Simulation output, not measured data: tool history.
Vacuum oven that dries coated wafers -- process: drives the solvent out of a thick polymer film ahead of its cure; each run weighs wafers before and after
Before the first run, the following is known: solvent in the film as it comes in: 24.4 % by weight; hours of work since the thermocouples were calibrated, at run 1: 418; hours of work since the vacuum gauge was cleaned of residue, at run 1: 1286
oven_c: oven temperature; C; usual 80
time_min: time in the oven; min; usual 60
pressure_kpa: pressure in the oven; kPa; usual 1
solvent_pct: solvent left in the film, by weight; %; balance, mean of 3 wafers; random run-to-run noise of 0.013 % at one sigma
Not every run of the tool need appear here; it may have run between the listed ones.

| run | hour | oven_c | time_min | pressure_kpa | hours of work since the thermocouples were calibrated | hours of work since the vacuum gauge was cleaned of residue | solvent_pct |
|---|---|---|---|---|---|---|---|
| 1 | 0 | 80 | 60 | 1 | 418 | 1286 | 2.86 |
| 2 | 65.4 | 80 | 60 | 1 | 453 | 1321 | 2.88 |
| 3 | 124.2 | 75 | 60 | 1 | 485 | 1353 | 4.43 |
| 4 | 194.5 | 80 | 60 | 1 | 523 | 1391 | 2.87 |
| 5 | 247.7 | 80 | 60 | 1 | 552 | 1419 | 2.86 |
| 6 | 283 | 80 | 60 | 1 | 571 | 1438 | 2.86 |
| 7 | 328.5 | 80 | 44 | 1.4 | 595 | 1463 | 4.72 |
| 8 | 397.8 | 91 | 61 | 1.39 | 633 | 1500 | 1.35 |
| 9 | 452.2 | 73 | 66 | 2.88 | 662 | 1530 | 7.12 |
| 10 | 497.5 | 66 | 35 | 1.5 | 686 | 1554 | 12.28 |
| 11 | 537.6 | 66 | 85 | 1.2 | 708 | 1576 | 6.45 |

Predict each of these 5 candidate next runs independently; none follows another, all start after run 11:
| A | 600.5 | 80 | 60 | 0.91 | 742 | 1610 | ? |
| B | 600.5 | 80 | 30 | 1 | 742 | 1610 | ? |
| C | 600.5 | 78 | 60 | 1 | 742 | 1610 | ? |
| D | 600.5 | 66 | 85 | 1.87 | 742 | 1610 | ? |
| E | 600.5 | 66 | 30 | 0.65 | 742 | 1610 | ? |

| run | solvent_pct |
|---|---|
| A | 2.76 |
| B | 6.63 |
| C | 3.43 |
| D | 7.57 |
| E | 12.26 |
With no hidden state in the tool, these same runs would have given:
| run | solvent_pct |
|---|---|
| A | 2.59 |
| B | 6.52 |
| C | 3.25 |
| D | 7.3 |
| E | 12.1 |

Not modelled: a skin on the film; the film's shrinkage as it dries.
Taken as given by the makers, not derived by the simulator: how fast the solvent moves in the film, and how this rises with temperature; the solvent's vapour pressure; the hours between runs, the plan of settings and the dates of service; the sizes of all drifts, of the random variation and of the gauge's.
